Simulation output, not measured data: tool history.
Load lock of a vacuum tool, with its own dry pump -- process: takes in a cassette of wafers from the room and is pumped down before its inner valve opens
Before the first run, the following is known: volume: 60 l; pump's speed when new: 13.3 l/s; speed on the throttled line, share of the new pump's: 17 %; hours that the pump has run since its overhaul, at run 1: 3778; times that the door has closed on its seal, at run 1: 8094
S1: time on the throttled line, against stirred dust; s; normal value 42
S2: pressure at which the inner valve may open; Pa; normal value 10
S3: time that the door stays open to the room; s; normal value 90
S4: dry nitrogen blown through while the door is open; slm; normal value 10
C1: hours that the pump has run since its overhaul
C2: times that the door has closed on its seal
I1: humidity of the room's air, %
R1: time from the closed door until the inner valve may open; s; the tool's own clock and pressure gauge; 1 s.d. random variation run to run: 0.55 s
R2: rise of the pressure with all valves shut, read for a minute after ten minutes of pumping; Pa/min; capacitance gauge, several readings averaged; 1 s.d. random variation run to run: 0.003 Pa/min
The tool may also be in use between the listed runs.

{"run": 1, "hour": 0.0, "S1": 42, "S2": 10, "S3": 90, "S4": 10, "C1": 3778, "C2": 8094, "I1": 45.8, "R1": 78.7, "R2": 0.102}
{"run": 2, "hour": 90.4, "S1": 42, "S2": 10, "S3": 90, "S4": 10, "C1": 3869, "C2": 8495, "I1": 43.2, "R1": 78.7, "R2": 0.102}
{"run": 3, "hour": 161.2, "S1": 42, "S2": 10, "S3": 90, "S4": 10, "C1": 3939, "C2": 8810, "I1": 44.1, "R1": 79.0, "R2": 0.1}
{"run": 4, "hour": 247.4, "S1": 42, "S2": 10, "S3": 90, "S4": 10, "C1": 4026, "C2": 9194, "I1": 46.7, "R1": 79.6, "R2": 0.104}
{"run": 5, "hour": 315.7, "S1": 42, "S2": 10, "S3": 90, "S4": 10, "C1": 4094, "C2": 9497, "I1": 46.3, "R1": 77.7, "R2": 0.11}
{"run": 6, "hour": 361.5, "S1": 42, "S2": 10, "S3": 108, "S4": 10, "C1": 4140, "C2": 9701, "I1": 44.4, "R1": 79.5, "R2": 0.115}
{"run": 7, "hour": 433.2, "S1": 42, "S2": 10, "S3": 90, "S4": 10, "C1": 4211, "C2": 10020, "I1": 47.2, "R1": 78.7, "R2": 0.11}
{"run": 8, "hour": 518.4, "S1": 42, "S2": 10, "S3": 90, "S4": 11, "C1": 4297, "C2": 10399, "I1": 44.2, "R1": 79.2, "R2": 0.119}
{"run": 9, "hour": 581.3, "S1": 42, "S2": 10, "S3": 90, "S4": 11, "C1": 4360, "C2": 10678, "I1": 43.0, "R1": 78.1, "R2": 0.121}
{"run": 10, "hour": 621.2, "S1": 42, "S2": 10, "S3": 90, "S4": 11, "C1": 4399, "C2": 10855, "I1": 47.3, "R1": 79.4, "R2": 0.12}

Run 11 has not been measured yet. What should we expect?
{"run": 11, "hour": 669.2, "S1": 22, "S2": 10, "S3": 207, "S4": 31, "C1": 4447, "C2": 11069, "I1": 46.8, "R1": "?", "R2": "?"}

{"run 11": {"R1": 62.7, "R2": 0.124}}
Minus the tool's unlogged condition, the same run would have read R1 60.4 s, R2 0.040 Pa/min.

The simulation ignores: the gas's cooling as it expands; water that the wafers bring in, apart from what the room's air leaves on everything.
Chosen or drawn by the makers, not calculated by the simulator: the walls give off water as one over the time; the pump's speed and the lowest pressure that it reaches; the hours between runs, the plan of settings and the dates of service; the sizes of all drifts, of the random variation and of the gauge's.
